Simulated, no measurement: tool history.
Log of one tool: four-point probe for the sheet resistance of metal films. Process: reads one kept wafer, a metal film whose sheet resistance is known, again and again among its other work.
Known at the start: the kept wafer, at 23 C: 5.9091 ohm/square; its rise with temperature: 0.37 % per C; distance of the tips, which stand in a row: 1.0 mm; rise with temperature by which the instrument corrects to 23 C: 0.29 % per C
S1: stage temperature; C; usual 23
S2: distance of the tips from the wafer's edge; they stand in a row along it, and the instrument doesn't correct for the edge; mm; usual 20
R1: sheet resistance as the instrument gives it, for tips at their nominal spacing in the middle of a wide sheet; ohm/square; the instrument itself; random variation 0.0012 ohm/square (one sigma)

| run | hour | S1 | S2 | R1 |
|---|---|---|---|---|
| 1 | 0.0 | 23 | 20 | 5.922123 |
| 2 | 19.8 | 23 | 20 | 5.918524 |
| 3 | 40.9 | 23 | 20 | 5.920803 |
| 4 | 60.6 | 23 | 42 | 5.912758 |
| 5 | 79.7 | 23 | 42 | 5.912970 |
| 6 | 98.1 | 23 | 42 | 5.912328 |
| 7 | 112.3 | 23 | 42 | 5.914197 |
| 8 | 127.1 | 23 | 42 | 5.911144 |
|  | 129.1 | stage's thermometer calibrated |
| 9 | 146.5 | 23 | 5 | 6.039025 |
| 10 | 156.5 | 23 | 5 | 6.036497 |
| 11 | 175.9 | 32 | 44 | 5.954086 |
| 12 | 195.1 | 23 | 10 | 5.944384 |
|  | 197.2 | stage's thermometer calibrated, once more |
| 13 | 204.6 | 20 | 68 | 5.894666 |
| 14 | 220.5 | 20 | 68 | 5.895936 |
| 15 | 234.5 | 19 | 9 | 5.927070 |
| 16 | 254.0 | 19 | 9 | 5.928850 |
| 17 | 271.0 | 21 | 25 | 5.902110 |
| 18 | 290.8 | 18 | 15 | 5.898998 |
| 19 | 301.9 | 35 | 63 | 5.960003 |
| 20 | 316.0 | 35 | 63 | 5.959258 |

5 ways to go on from here, each from the tool as it stands after run 20. What would each give?
| A | 328.6 | 30 | 6 | ? |
| B | 328.6 | 23 | 11 | ? |
| C | 328.6 | 20 | 8 | ? |
| D | 328.6 | 29 | 8 | ? |
| E | 328.6 | 29 | 6 | ? |

| run | R1 |
|---|---|
| A | 6.025976 |
| B | 5.932036 |
| C | 5.940305 |
| D | 5.982883 |
| E | 6.021855 |
Without the tool's hidden state the same runs would have given:
| run | R1 |
|---|---|
| A | 6.028595 |
| B | 5.934579 |
| C | 5.942834 |
| D | 5.985479 |
| E | 6.024466 |

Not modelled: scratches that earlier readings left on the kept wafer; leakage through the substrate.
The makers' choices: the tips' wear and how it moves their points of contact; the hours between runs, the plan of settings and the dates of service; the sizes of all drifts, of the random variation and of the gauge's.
